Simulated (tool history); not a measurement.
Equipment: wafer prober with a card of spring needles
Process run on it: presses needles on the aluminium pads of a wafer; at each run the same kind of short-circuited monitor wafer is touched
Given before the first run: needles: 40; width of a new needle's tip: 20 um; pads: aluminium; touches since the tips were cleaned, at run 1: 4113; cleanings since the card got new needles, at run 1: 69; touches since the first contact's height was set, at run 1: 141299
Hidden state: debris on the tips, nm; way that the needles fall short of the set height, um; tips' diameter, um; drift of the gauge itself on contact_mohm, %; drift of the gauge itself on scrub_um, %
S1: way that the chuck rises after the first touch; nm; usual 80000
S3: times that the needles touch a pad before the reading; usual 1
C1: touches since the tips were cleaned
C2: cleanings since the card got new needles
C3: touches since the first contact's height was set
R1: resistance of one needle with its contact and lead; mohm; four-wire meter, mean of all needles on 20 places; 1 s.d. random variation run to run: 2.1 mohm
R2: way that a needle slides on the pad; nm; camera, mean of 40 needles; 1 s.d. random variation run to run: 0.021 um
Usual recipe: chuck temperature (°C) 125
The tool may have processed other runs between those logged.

run 1 hour=0.0 | S1=80000 chuck_temperature_(°C)=125 S3=1 | C1=4113 C2=69 C3=141299 | R1=390 R2=15970
-- hour=8.8 tips cleaned on abrasive film
-- hour=30.2 tips cleaned on abrasive film
run 2 hour=44.8 | S1=80000 chuck_temperature_(°C)=125 S3=2 | C1=4880 C2=71 C3=156209 | R1=324 R2=15950
-- hour=52.4 tips cleaned on abrasive film
run 3 hour=68.6 | S1=84000 chuck_temperature_(°C)=125 S3=1 | C1=5440 C2=72 C3=164129 | R1=382 R2=16720
-- hour=72.3 tips cleaned on abrasive film
-- hour=92.6 tips cleaned on abrasive film
run 4 hour=104.9 | S1=80000 chuck_temperature_(°C)=125 S3=1 | C1=4096 C2=74 C3=176171 | R1=387 R2=15930
-- hour=112.1 height of the first contact set anew
-- hour=116.2 tips cleaned on abrasive film
-- hour=136.0 tips cleaned on abrasive film
run 5 hour=136.0 | S1=82000 chuck_temperature_(°C)=125 S3=1 | C1=0 C2=76 C3=7922 | R1=253 R2=16150
-- hour=157.3 tips cleaned on abrasive film
run 6 hour=175.6 | S1=82000 chuck_temperature_(°C)=125 S3=1 | C1=6129 C2=77 C3=21122 | R1=406 R2=16190
-- hour=178.5 tips cleaned on abrasive film
-- hour=200.8 tips cleaned on abrasive film
run 7 hour=208.4 | S1=82000 chuck_temperature_(°C)=125 S3=1 | C1=2509 C2=79 C3=31990 | R1=356 R2=16100
-- hour=222.9 tips cleaned on abrasive film
-- hour=242.8 tips cleaned on abrasive film
run 8 hour=248.8 | S1=99000 chuck_temperature_(°C)=125 S3=1 | C1=2005 C2=81 C3=45431 | R1=298 R2=19490
-- hour=262.7 tips cleaned on abrasive film
run 9 hour=279.7 | S1=99000 chuck_temperature_(°C)=125 S3=1 | C1=5668 C2=82 C3=55724 | R1=360 R2=19510
-- hour=282.7 tips cleaned on abrasive film
-- hour=303.0 tips cleaned on abrasive film
-- hour=305.9 height of the first contact set anew, once more
run 10 hour=320.9 | S1=99000 chuck_temperature_(°C)=125 S3=1 | C1=5887 C2=84 C3=5023 | R1=344 R2=20200
-- hour=324.0 tips cleaned on abrasive film
-- hour=343.4 tips cleaned on abrasive film
run 11 hour=345.1 | S1=99000 chuck_temperature_(°C)=125 S3=1 | C1=551 C2=86 C3=13019 | R1=250 R2=20180
-- hour=364.1 tips cleaned on abrasive film
run 12 hour=374.8 | S1=80000 chuck_temperature_(°C)=26 S3=1 | C1=3578 C2=87 C3=22935 | R1=354 R2=16270
-- hour=384.5 tips cleaned on abrasive film
-- hour=404.3 tips cleaned on abrasive film
run 13 hour=419.9 | S1=80000 chuck_temperature_(°C)=26 S3=1 | C1=5217 C2=89 C3=37916 | R1=400 R2=16210
-- hour=425.1 tips cleaned on abrasive film
-- hour=444.7 tips cleaned on abrasive film
run 14 hour=448.8 | S1=80000 chuck_temperature_(°C)=26 S3=1 | C1=1385 C2=91 C3=47526 | R1=294 R2=16170
-- hour=465.0 tips cleaned on abrasive film
run 15 hour=475.6 | S1=80000 chuck_temperature_(°C)=125 S3=1 | C1=3540 C2=92 C3=56442 | R1=378 R2=16160
-- hour=487.3 tips cleaned on abrasive film
-- hour=508.0 tips cleaned on abrasive film
run 16 hour=519.6 | S1=80000 chuck_temperature_(°C)=52 S3=1 | C1=3853 C2=94 C3=71046 | R1=382 R2=16110
-- hour=528.5 tips cleaned on abrasive film
-- hour=549.6 tips cleaned on abrasive film
run 17 hour=549.6 | S1=73000 chuck_temperature_(°C)=99 S3=1 | C1=0 C2=96 C3=81005 | R1=254 R2=14690
-- hour=569.4 tips cleaned on abrasive film
run 18 hour=580.8 | S1=60000 chuck_temperature_(°C)=53 S3=2 | C1=3798 C2=97 C3=91410 | R1=406 R2=12010
-- hour=589.1 tips cleaned on abrasive film
-- hour=608.9 tips cleaned on abrasive film
run 19 hour=608.9 | S1=60000 chuck_temperature_(°C)=53 S3=2 | C1=0 C2=99 C3=100711 | R1=248 R2=11980
-- hour=632.2 tips cleaned on abrasive film
run 20 hour=636.7 | S1=76000 chuck_temperature_(°C)=102 S3=1 | C1=1489 C2=100 C3=109975 | R1=314 R2=15280
-- hour=652.6 tips cleaned on abrasive film
run 21 hour=670.0 | S1=92000 chuck_temperature_(°C)=95 S3=2 | C1=5791 C2=101 C3=121058 | R1=318 R2=18450
-- hour=673.9 tips cleaned on abrasive film
-- hour=694.7 tips cleaned on abrasive film
run 22 hour=698.2 | S1=64000 chuck_temperature_(°C)=125 S3=2 | C1=1172 C2=103 C3=130411 | R1=304 R2=12720
-- hour=716.7 tips cleaned on abrasive film
-- hour=736.9 tips cleaned on abrasive film
run 23 hour=736.9 | S1=80000 chuck_temperature_(°C)=28 S3=1 | C1=0 C2=105 C3=143271 | R1=221 R2=15990
-- hour=757.4 tips cleaned on abrasive film
run 24 hour=760.4 | S1=71000 chuck_temperature_(°C)=125 S3=1 | C1=990 C2=106 C3=151100 | R1=314 R2=14120
-- hour=778.1 tips cleaned on abrasive film
run 25 hour=780.6 | S1=91000 chuck_temperature_(°C)=57 S3=1 | C1=853 C2=107 C3=157829 | R1=271 R2=18170
-- hour=799.8 tips cleaned on abrasive film
run 26 hour=806.7 | S1=73000 chuck_temperature_(°C)=43 S3=1 | C1=2287 C2=108 C3=166499 | R1=374 R2=14490
-- hour=821.4 tips cleaned on abrasive film
run 27 hour=824.8 | S1=73000 chuck_temperature_(°C)=43 S3=1 | C1=1141 C2=109 C3=172517 | R1=299 R2=14470
-- hour=842.1 tips cleaned on abrasive film
-- hour=842.4 height of the first contact set anew
-- hour=863.4 tips cleaned on abrasive film
run 28 hour=863.4 | S1=85000 chuck_temperature_(°C)=31 S3=3 | C1=19 C2=111 C3=6980 | R1=215 R2=17330
-- hour=882.8 tips cleaned on abrasive film
run 29 hour=889.5 | S1=86000 chuck_temperature_(°C)=59 S3=1 | C1=2249 C2=112 C3=15677 | R1=321 R2=17540
-- hour=903.3 tips cleaned on abrasive film
run 30 hour=921.3 | S1=86000 chuck_temperature_(°C)=59 S3=1 | C1=6019 C2=113 C3=26248 | R1=391 R2=17500

Below, each run's measurement less what the same run would have read without the hidden state. Both values contain the same run-to-run variation, but the gauge's scatter may not be the same in both:
run=1 R1=+154 R2=-320
run=2 R1=+93 R2=-360
run=3 R1=+153 R2=-370
run=4 R1=+158 R2=-410
run=5 R1=+22 R2=-550
run=6 R1=+177 R2=-560
run=7 R1=+122 R2=-600
run=8 R1=+70 R2=-620
run=9 R1=+134 R2=-640
run=10 R1=+119 R2=+0
run=11 R1=+26 R2=-40
run=12 R1=+151 R2=-60
run=13 R1=+196 R2=-90
run=14 R1=+88 R2=-120
run=15 R1=+144 R2=-140
run=16 R1=+171 R2=-180
run=17 R1=+24 R2=-210
run=18 R1=+185 R2=-220
run=19 R1=+27 R2=-270
run=20 R1=+86 R2=-270
run=21 R1=+98 R2=-290
run=22 R1=+69 R2=-320
run=23 R1=+15 R2=-360
run=24 R1=+80 R2=-370
run=25 R1=+60 R2=-380
run=26 R1=+163 R2=-400
run=27 R1=+84 R2=-410
run=28 R1=+9 R2=-10
run=29 R1=+108 R2=-20
run=30 R1=+181 R2=-40
